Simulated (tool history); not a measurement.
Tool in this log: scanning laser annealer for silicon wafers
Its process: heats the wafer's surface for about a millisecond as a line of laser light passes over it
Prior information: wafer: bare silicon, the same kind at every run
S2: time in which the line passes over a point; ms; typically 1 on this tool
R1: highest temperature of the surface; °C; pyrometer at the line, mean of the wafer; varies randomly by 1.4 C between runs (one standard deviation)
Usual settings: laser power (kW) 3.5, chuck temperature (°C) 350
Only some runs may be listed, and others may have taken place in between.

{"run": 1, "hour": 0.0, "laser power (kW)": 3.5, "S2": 1, "chuck temperature (°C)": 350, "R1": 1176}
{"run": 2, "hour": 29.4, "laser power (kW)": 3.03, "S2": 1, "chuck temperature (°C)": 350, "R1": 1068}
{"run": 3, "hour": 53.7, "laser power (kW)": 3.03, "S2": 1, "chuck temperature (°C)": 350, "R1": 1066}
{"run": 4, "hour": 70.7, "laser power (kW)": 3.85, "S2": 1, "chuck temperature (°C)": 350, "R1": 1255}
{"run": 5, "hour": 91.0, "laser power (kW)": 3.85, "S2": 1, "chuck temperature (°C)": 350, "R1": 1252}
{"run": 6, "hour": 113.1, "laser power (kW)": 3.85, "S2": 1, "chuck temperature (°C)": 350, "R1": 1252}
{"run": 7, "hour": 139.5, "laser power (kW)": 3.85, "S2": 1, "chuck temperature (°C)": 350, "R1": 1251}
{"run": 8, "hour": 160.3, "laser power (kW)": 3.85, "S2": 1, "chuck temperature (°C)": 350, "R1": 1251}
{"run": 9, "hour": 181.2, "laser power (kW)": 3.85, "S2": 1, "chuck temperature (°C)": 350, "R1": 1249}
{"run": 10, "hour": 210.4, "laser power (kW)": 3.85, "S2": 1, "chuck temperature (°C)": 350, "R1": 1252}
{"run": 11, "hour": 234.1, "laser power (kW)": 3.5, "S2": 1, "chuck temperature (°C)": 350, "R1": 1172}
{"run": 12, "hour": 251.1, "laser power (kW)": 3.5, "S2": 0.72, "chuck temperature (°C)": 350, "R1": 1058}
{"run": 13, "hour": 276.8, "laser power (kW)": 3.5, "S2": 0.72, "chuck temperature (°C)": 350, "R1": 1058}
{"run": 14, "hour": 289.2, "laser power (kW)": 3.5, "S2": 0.74, "chuck temperature (°C)": 350, "R1": 1064}
{"run": 15, "hour": 303.7, "laser power (kW)": 3.5, "S2": 0.74, "chuck temperature (°C)": 345, "R1": 1059}
{"run": 16, "hour": 318.5, "laser power (kW)": 3.5, "S2": 1, "chuck temperature (°C)": 350, "R1": 1173}
{"run": 17, "hour": 339.3, "laser power (kW)": 3.5, "S2": 1, "chuck temperature (°C)": 350, "R1": 1172}
{"run": 18, "hour": 361.7, "laser power (kW)": 3.5, "S2": 1, "chuck temperature (°C)": 350, "R1": 1170}
{"run": 19, "hour": 381.9, "laser power (kW)": 3.5, "S2": 1, "chuck temperature (°C)": 380, "R1": 1200}
{"run": 20, "hour": 396.0, "laser power (kW)": 3.5, "S2": 1, "chuck temperature (°C)": 337, "R1": 1156}

Forecast run 21:
{"run": 21, "hour": 424.7, "laser power (kW)": 3.5, "S2": 1, "chuck temperature (°C)": 337, "R1": "?"}

R1: 1158 °C
On a tool with no hidden condition, and with the same random variation, this run would have come out at R1 1179 °C.
